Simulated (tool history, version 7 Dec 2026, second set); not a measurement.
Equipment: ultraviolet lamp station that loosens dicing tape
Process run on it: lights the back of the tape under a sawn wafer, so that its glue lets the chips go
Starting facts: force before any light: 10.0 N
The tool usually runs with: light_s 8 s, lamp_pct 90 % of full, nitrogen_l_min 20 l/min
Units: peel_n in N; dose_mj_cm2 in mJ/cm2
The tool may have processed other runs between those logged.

run 1 day=0.000 | light_s=8 lamp_pct=90 nitrogen_l_min=20 | peel_n=0.985 dose_mj_cm2=463
run 2 day=0.254 | light_s=8 lamp_pct=90 nitrogen_l_min=20 | peel_n=0.957 dose_mj_cm2=452
run 3 day=0.500 | light_s=8 lamp_pct=90 nitrogen_l_min=20 | peel_n=0.987 dose_mj_cm2=452
run 4 day=0.750 | light_s=8 lamp_pct=90 nitrogen_l_min=20 | peel_n=1.023 dose_mj_cm2=450
run 5 day=1.083 | light_s=8 lamp_pct=100 nitrogen_l_min=20 | peel_n=0.809 dose_mj_cm2=503
run 6 day=1.417 | light_s=8 lamp_pct=100 nitrogen_l_min=20 | peel_n=0.814 dose_mj_cm2=492
run 7 day=1.642 | light_s=8 lamp_pct=71 nitrogen_l_min=20 | peel_n=1.617 dose_mj_cm2=346
run 8 day=1.871 | light_s=8 lamp_pct=90 nitrogen_l_min=20 | peel_n=1.058 dose_mj_cm2=437
run 9 day=2.229 | light_s=8 lamp_pct=90 nitrogen_l_min=20 | peel_n=1.057 dose_mj_cm2=437
run 10 day=2.500 | light_s=8 lamp_pct=90 nitrogen_l_min=20 | peel_n=1.084 dose_mj_cm2=434
run 11 day=2.892 | light_s=8 lamp_pct=90 nitrogen_l_min=20 | peel_n=1.118 dose_mj_cm2=430
run 12 day=3.075 | light_s=8 lamp_pct=90 nitrogen_l_min=20 | peel_n=1.062 dose_mj_cm2=428
run 13 day=3.433 | light_s=8 lamp_pct=90 nitrogen_l_min=20 | peel_n=1.107 dose_mj_cm2=420
run 14 day=3.717 | light_s=8 lamp_pct=65 nitrogen_l_min=20 | peel_n=2.012 dose_mj_cm2=306
run 15 day=4.042 | light_s=8 lamp_pct=65 nitrogen_l_min=20 | peel_n=2.057 dose_mj_cm2=301
run 16 day=4.212 | light_s=8 lamp_pct=65 nitrogen_l_min=20 | peel_n=2.089 dose_mj_cm2=304
run 17 day=4.425 | light_s=8 lamp_pct=90 nitrogen_l_min=20 | peel_n=1.202 dose_mj_cm2=414
run 18 day=4.746 | light_s=8 lamp_pct=89 nitrogen_l_min=20 | peel_n=1.255 dose_mj_cm2=405
run 19 day=5.075 | light_s=8 lamp_pct=89 nitrogen_l_min=20 | peel_n=1.235 dose_mj_cm2=409
run 20 day=5.308 | light_s=8 lamp_pct=90 nitrogen_l_min=20 | peel_n=1.262 dose_mj_cm2=403
run 21 day=5.542 | light_s=4 lamp_pct=90 nitrogen_l_min=20 | peel_n=3.472 dose_mj_cm2=203
run 22 day=5.804 | light_s=8 lamp_pct=90 nitrogen_l_min=20 | peel_n=1.231 dose_mj_cm2=403
run 23 day=5.979 | light_s=12 lamp_pct=90 nitrogen_l_min=23 | peel_n=0.472 dose_mj_cm2=598
run 24 day=6.379 | light_s=8 lamp_pct=80 nitrogen_l_min=25 | peel_n=1.485 dose_mj_cm2=352
run 25 day=6.658 | light_s=6 lamp_pct=90 nitrogen_l_min=19 | peel_n=2.197 dose_mj_cm2=296
run 26 day=6.971 | light_s=6 lamp_pct=95 nitrogen_l_min=19 | peel_n=2.004 dose_mj_cm2=310
run 27 day=7.154 | light_s=10 lamp_pct=65 nitrogen_l_min=21 | peel_n=1.571 dose_mj_cm2=347
run 28 day=7.504 | light_s=14 lamp_pct=60 nitrogen_l_min=13 | peel_n=1.150 dose_mj_cm2=440
run 29 day=7.688 | light_s=5 lamp_pct=82 nitrogen_l_min=31 | peel_n=2.915 dose_mj_cm2=221
-- day=7.725 window cleaned of glue's vapour
run 30 day=8.062 | light_s=5 lamp_pct=61 nitrogen_l_min=17 | peel_n=4.496 dose_mj_cm2=157
run 31 day=8.421 | light_s=9 lamp_pct=62 nitrogen_l_min=37 | peel_n=1.943 dose_mj_cm2=283
-- day=8.475 window cleaned of glue's vapour, once more
run 32 day=8.683 | light_s=9 lamp_pct=62 nitrogen_l_min=16 | peel_n=1.977 dose_mj_cm2=323
run 33 day=9.017 | light_s=6 lamp_pct=62 nitrogen_l_min=34 | peel_n=2.911 dose_mj_cm2=217
run 34 day=9.279 | light_s=11 lamp_pct=62 nitrogen_l_min=32 | peel_n=1.149 dose_mj_cm2=385
run 35 day=9.662 | light_s=11 lamp_pct=62 nitrogen_l_min=32 | peel_n=1.154 dose_mj_cm2=377
run 36 day=10.000 | light_s=11 lamp_pct=62 nitrogen_l_min=32 | peel_n=1.215 dose_mj_cm2=379
run 37 day=10.404 | light_s=11 lamp_pct=72 nitrogen_l_min=32 | peel_n=0.891 dose_mj_cm2=436
run 38 day=10.617 | light_s=11 lamp_pct=72 nitrogen_l_min=32 | peel_n=0.925 dose_mj_cm2=432
run 39 day=10.988 | light_s=11 lamp_pct=72 nitrogen_l_min=32 | peel_n=0.912 dose_mj_cm2=431
run 40 day=11.154 | light_s=9 lamp_pct=93 nitrogen_l_min=8 | peel_n=1.458 dose_mj_cm2=456
run 41 day=11.558 | light_s=9 lamp_pct=93 nitrogen_l_min=8 | peel_n=1.473 dose_mj_cm2=443
run 42 day=11.875 | light_s=9 lamp_pct=93 nitrogen_l_min=8 | peel_n=1.502 dose_mj_cm2=443
run 43 day=12.167 | light_s=6 lamp_pct=90 nitrogen_l_min=22 | peel_n=2.210 dose_mj_cm2=284
run 44 day=12.562 | light_s=11 lamp_pct=71 nitrogen_l_min=13 | peel_n=1.418 dose_mj_cm2=404

Some steps in peel_n between neighbouring runs. How much of each would the tool show without its hidden state too (settings, what came in, random variation), and how much is left for the hidden state, with any gauge scatter that isn't in both results?
Hidden state present: lamp's light, % of a new lamp's; light that the window lets through, % of a clean one's; drift of the gauge itself on peel_n, %; drift of the gauge itself on dose_mj_cm2, %.
Run 20 -> 21: light_s 8 -> 4. peel_n +2.210 N: hidden state +0.226, all else +1.984.
Run 21 -> 22: light_s 4 -> 8. peel_n -2.241 N: hidden state -0.215, all else -2.026.
Run 23 -> 24: light_s 12 -> 8, lamp_pct 90 -> 80, nitrogen_l_min 23 -> 25. peel_n +1.013 N: hidden state +0.276, all else +0.737.
Run 28 -> 29: light_s 14 -> 5, lamp_pct 60 -> 82, nitrogen_l_min 13 -> 31. peel_n +1.765 N: hidden state +0.307, all else +1.458.
Run 30 -> 31: light_s 5 -> 9, lamp_pct 61 -> 62, nitrogen_l_min 17 -> 37. peel_n -2.553 N: hidden state -0.183, all else -2.370.
Run 31 -> 32: nitrogen_l_min 37 -> 16, window cleaned of glue's vapour, once more. peel_n +0.034 N: hidden state -0.299, all else +0.333.

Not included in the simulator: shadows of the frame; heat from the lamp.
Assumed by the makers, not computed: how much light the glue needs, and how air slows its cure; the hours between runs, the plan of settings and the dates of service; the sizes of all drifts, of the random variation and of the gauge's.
